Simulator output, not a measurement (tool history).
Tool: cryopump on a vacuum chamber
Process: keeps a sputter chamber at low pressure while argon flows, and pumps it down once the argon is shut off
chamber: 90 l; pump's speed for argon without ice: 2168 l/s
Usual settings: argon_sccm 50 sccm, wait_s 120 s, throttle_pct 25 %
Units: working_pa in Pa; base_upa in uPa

{"run": 1, "hour": 0.0, "argon_sccm": 50, "wait_s": 120, "throttle_pct": 25, "working_pa": 0.1576, "base_upa": 1.87}
{"run": 2, "hour": 25.5, "argon_sccm": 50, "wait_s": 120, "throttle_pct": 25, "working_pa": 0.157, "base_upa": 1.93}
{"run": 3, "hour": 82.3, "argon_sccm": 50, "wait_s": 199, "throttle_pct": 25, "working_pa": 0.1569, "base_upa": 1.73}
{"run": 4, "hour": 115.0, "argon_sccm": 50, "wait_s": 199, "throttle_pct": 25, "working_pa": 0.1577, "base_upa": 1.71}
{"run": 5, "hour": 159.8, "argon_sccm": 50, "wait_s": 199, "throttle_pct": 25, "working_pa": 0.1577, "base_upa": 1.81}
{"run": 6, "hour": 193.3, "argon_sccm": 84, "wait_s": 120, "throttle_pct": 25, "working_pa": 0.2651, "base_upa": 1.99}
{"run": 7, "hour": 232.3, "argon_sccm": 79, "wait_s": 120, "throttle_pct": 25, "working_pa": 0.2474, "base_upa": 2.01}
{"run": 8, "hour": 263.9, "argon_sccm": 79, "wait_s": 120, "throttle_pct": 25, "working_pa": 0.2476, "base_upa": 2.03}
{"run": 9, "hour": 294.9, "argon_sccm": 79, "wait_s": 120, "throttle_pct": 25, "working_pa": 0.2503, "base_upa": 2.08}
{"run": 10, "hour": 333.3, "argon_sccm": 79, "wait_s": 120, "throttle_pct": 25, "working_pa": 0.2521, "base_upa": 2.05}
{"run": 11, "hour": 378.3, "argon_sccm": 79, "wait_s": 120, "throttle_pct": 25, "working_pa": 0.2539, "base_upa": 2.09}
{"run": 12, "hour": 415.7, "argon_sccm": 99, "wait_s": 120, "throttle_pct": 25, "working_pa": 0.3174, "base_upa": 2.15}
{"run": 13, "hour": 451.8, "argon_sccm": 50, "wait_s": 120, "throttle_pct": 32, "working_pa": 0.1272, "base_upa": 2.1}
{"run": 14, "hour": 492.0, "argon_sccm": 50, "wait_s": 120, "throttle_pct": 32, "working_pa": 0.1255, "base_upa": 2.14}
{"run": 15, "hour": 546.9, "argon_sccm": 50, "wait_s": 120, "throttle_pct": 25, "working_pa": 0.1616, "base_upa": 2.19}
{"run": 16, "hour": 595.0, "argon_sccm": 51, "wait_s": 120, "throttle_pct": 25, "working_pa": 0.1657, "base_upa": 2.27}
{"run": 17, "hour": 628.7, "argon_sccm": 50, "wait_s": 120, "throttle_pct": 25, "working_pa": 0.1611, "base_upa": 2.26}
{"run": 18, "hour": 672.1, "argon_sccm": 54, "wait_s": 89, "throttle_pct": 52, "working_pa": 0.0874, "base_upa": 2.45}
{"run": 19, "hour": 714.5, "argon_sccm": 50, "wait_s": 62, "throttle_pct": 25, "working_pa": 0.1623, "base_upa": 2.81}
{"run": 20, "hour": 761.9, "argon_sccm": 91, "wait_s": 57, "throttle_pct": 19, "working_pa": 0.3862, "base_upa": 2.84}
{"run": 21, "hour": 799.9, "argon_sccm": 79, "wait_s": 23, "throttle_pct": 25, "working_pa": 0.2591, "base_upa": 4.28}
{"run": 22, "hour": 829.5, "argon_sccm": 79, "wait_s": 23, "throttle_pct": 25, "working_pa": 0.258, "base_upa": 4.23}
{"run": 23, "hour": 859.9, "argon_sccm": 55, "wait_s": 196, "throttle_pct": 25, "working_pa": 0.1809, "base_upa": 2.3}
{"run": 24, "hour": 885.3, "argon_sccm": 26, "wait_s": 234, "throttle_pct": 25, "working_pa": 0.0851, "base_upa": 2.31}
{"run": 25, "hour": 912.2, "argon_sccm": 28, "wait_s": 90, "throttle_pct": 25, "working_pa": 0.0934, "base_upa": 2.63}
{"run": 26, "hour": 936.0, "argon_sccm": 28, "wait_s": 90, "throttle_pct": 25, "working_pa": 0.0919, "base_upa": 2.69}
{"run": 27, "hour": 972.7, "argon_sccm": 28, "wait_s": 90, "throttle_pct": 25, "working_pa": 0.0919, "base_upa": 2.78}
{"run": 28, "hour": 997.5, "argon_sccm": 50, "wait_s": 30, "throttle_pct": 35, "working_pa": 0.1216, "base_upa": 3.93}
{"hour": 1004.7, "done": "leaking fittings of the chamber tightened, without venting"}
{"run": 29, "hour": 1051.9, "argon_sccm": 50, "wait_s": 81, "throttle_pct": 59, "working_pa": 0.0767, "base_upa": 0.83}
{"run": 30, "hour": 1088.8, "argon_sccm": 20, "wait_s": 143, "throttle_pct": 29, "working_pa": 0.0581, "base_upa": 0.58}
{"run": 31, "hour": 1139.5, "argon_sccm": 35, "wait_s": 193, "throttle_pct": 16, "working_pa": 0.1795, "base_upa": 0.53}
{"run": 32, "hour": 1166.3, "argon_sccm": 35, "wait_s": 193, "throttle_pct": 16, "working_pa": 0.1784, "base_upa": 0.49}
{"hour": 1191.7, "done": "pump warmed up, emptied and cooled again"}
{"run": 33, "hour": 1196.2, "argon_sccm": 39, "wait_s": 193, "throttle_pct": 29, "working_pa": 0.105, "base_upa": 0.47}
{"run": 34, "hour": 1222.1, "argon_sccm": 58, "wait_s": 145, "throttle_pct": 59, "working_pa": 0.0771, "base_upa": 0.57}

Forecast each of these 3 alternatives for the next run:
{"run": "A", "hour": 1274.3, "argon_sccm": 26, "wait_s": 140, "throttle_pct": 27, "working_pa": "?", "base_upa": "?"}
{"run": "B", "hour": 1274.3, "argon_sccm": 64, "wait_s": 67, "throttle_pct": 59, "working_pa": "?", "base_upa": "?"}
{"run": "C", "hour": 1274.3, "argon_sccm": 43, "wait_s": 145, "throttle_pct": 59, "working_pa": "?", "base_upa": "?"}

run=A working_pa=0.0759 base_upa=0.63
run=B working_pa=0.0867 base_upa=1.00
run=C working_pa=0.0569 base_upa=0.59
Without the tool's hidden state the same runs would have given:
run=A working_pa=0.0751 base_upa=0.54
run=B working_pa=0.0847 base_upa=0.90
run=C working_pa=0.0555 base_upa=0.49
